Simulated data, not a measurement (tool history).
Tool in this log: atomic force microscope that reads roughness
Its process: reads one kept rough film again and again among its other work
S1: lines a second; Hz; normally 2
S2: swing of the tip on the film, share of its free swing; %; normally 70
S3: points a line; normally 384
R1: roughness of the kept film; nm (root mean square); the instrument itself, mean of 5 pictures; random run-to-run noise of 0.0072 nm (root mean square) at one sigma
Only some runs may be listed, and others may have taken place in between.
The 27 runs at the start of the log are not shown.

| run | day | S1 | S2 | S3 | R1 |
|---|---|---|---|---|---|
| 28 | 58.329 | 1.77 | 84 | 390 | 1.276 |
|  | 58.758 | new tip fitted |
| 29 | 60.5 | 1.77 | 84 | 390 | 1.38 |
| 30 | 62.083 | 1.77 | 84 | 390 | 1.36 |
| 31 | 65.179 | 0.87 | 77 | 257 | 1.425 |
| 32 | 67.925 | 0.87 | 65 | 493 | 1.437 |
|  | 69.058 | new tip fitted |
| 33 | 70.188 | 3.32 | 60 | 997 | 1.499 |
| 34 | 71.896 | 2 | 58 | 319 | 1.506 |
| 35 | 73.979 | 3.12 | 58 | 830 | 1.449 |
| 36 | 76.867 | 0.78 | 70 | 980 | 1.456 |
|  | 79.321 | new tip fitted |
| 37 | 79.571 | 2.58 | 63 | 980 | 1.522 |
| 38 | 80.921 | 2.3 | 59 | 384 | 1.52 |
| 39 | 82.292 | 0.77 | 89 | 277 | 1.427 |
| 40 | 85.275 | 2.05 | 65 | 276 | 1.408 |
| 41 | 88.083 | 0.93 | 70 | 841 | 1.415 |
|  | 89.579 | new tip fitted |
| 42 | 89.792 | 1.64 | 55 | 384 | 1.579 |
| 43 | 92.338 | 1.64 | 55 | 384 | 1.533 |
| 44 | 95.129 | 0.81 | 56 | 764 | 1.522 |
| 45 | 96.542 | 0.81 | 56 | 764 | 1.478 |

Alternative continuations, all from the tool just after run 45; predict every row:
| A | 99.167 | 0.81 | 64 | 764 | ? |
| B | 99.167 | 0.71 | 73 | 283 | ? |
| C | 99.167 | 0.9 | 89 | 813 | ? |
| D | 99.167 | 0.81 | 82 | 948 | ? |

| run | R1 |
|---|---|
| A | 1.434 |
| B | 1.406 |
| C | 1.324 |
| D | 1.376 |
Without the tool's unlogged condition, the same runs would have read:
| run | R1 |
|---|---|
| A | 1.607 |
| B | 1.576 |
| C | 1.485 |
| D | 1.542 |
